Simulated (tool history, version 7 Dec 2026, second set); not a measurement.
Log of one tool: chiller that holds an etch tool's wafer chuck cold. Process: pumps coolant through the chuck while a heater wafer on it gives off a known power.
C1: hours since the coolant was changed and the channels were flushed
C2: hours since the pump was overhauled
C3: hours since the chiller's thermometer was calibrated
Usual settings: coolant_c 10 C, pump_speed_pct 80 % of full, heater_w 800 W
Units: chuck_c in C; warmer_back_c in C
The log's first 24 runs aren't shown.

Run 25, hour 2177.2: usual settings but coolant_c 6 C, pump_speed_pct 71 % of full, heater_w 852 W; C1 1561; C2 1177; C3 530. Result: chuck_c 13.82 C, warmer_back_c 3.60 C.
Run 26, hour 2306.8: usual settings but coolant_c 6 C, pump_speed_pct 90 % of full, heater_w 822 W; C1 1690; C2 1306; C3 659. Result: chuck_c 11.88 C, warmer_back_c 2.64 C.
Run 27, hour 2399.4: usual settings but coolant_c 1 C, pump_speed_pct 65 % of full, heater_w 1119 W; C1 1783; C2 1399; C3 752. Result: chuck_c 12.38 C, warmer_back_c 5.21 C.
Run 28, hour 2479.9: usual settings but coolant_c 9 C, pump_speed_pct 79 % of full, heater_w 407 W; C1 1863; C2 1479; C3 832. Result: chuck_c 12.30 C, warmer_back_c 1.57 C.
Run 29, hour 2609.1: usual settings but coolant_c 17 C, pump_speed_pct 64 % of full, heater_w 534 W; C1 1993; C2 1608; C3 962. Result: chuck_c 22.41 C, warmer_back_c 2.60 C.
Run 30, hour 2677.8: usual settings but coolant_c 17 C, pump_speed_pct 83 % of full, heater_w 534 W; C1 2061; C2 1677; C3 1030. Result: chuck_c 21.13 C, warmer_back_c 1.96 C.
Run 31, hour 2808.9: usual settings but coolant_c 7 C, pump_speed_pct 94 % of full, heater_w 452 W; C1 2192; C2 1808; C3 1161. Result: chuck_c 10.03 C, warmer_back_c 1.43 C.
Run 32, hour 2926.3: usual settings but coolant_c 2 C, pump_speed_pct 64 % of full, heater_w 817 W; C1 2310; C2 1926; C3 1279. Result: chuck_c 10.54 C, warmer_back_c 4.07 C.

3 ways to go on from here, each from the tool as it stands after run 32. What would each give?
Run A, hour 3045.1: usual settings but coolant_c 5 C, pump_speed_pct 64 % of full, heater_w 1034 W; C1 2429; C2 2044; C3 1398. Result: chuck_c ?, warmer_back_c ?.
Run B, hour 3045.1: usual settings but coolant_c 12 C; C1 2429; C2 2044; C3 1398. Result: chuck_c ?, warmer_back_c ?.
Run C, hour 3045.1: usual settings but coolant_c 12 C, pump_speed_pct 64 % of full, heater_w 817 W; C1 2429; C2 2044; C3 1398. Result: chuck_c ?, warmer_back_c ?.

run  chuck_c  warmer_back_c
  A    15.93           5.06
  B    18.65           3.05
  C    20.56           3.97
Without the tool's hidden state the same runs would have given:
run  chuck_c  warmer_back_c
  A    14.84           4.62
  B    18.11           2.79
  C    19.77           3.62
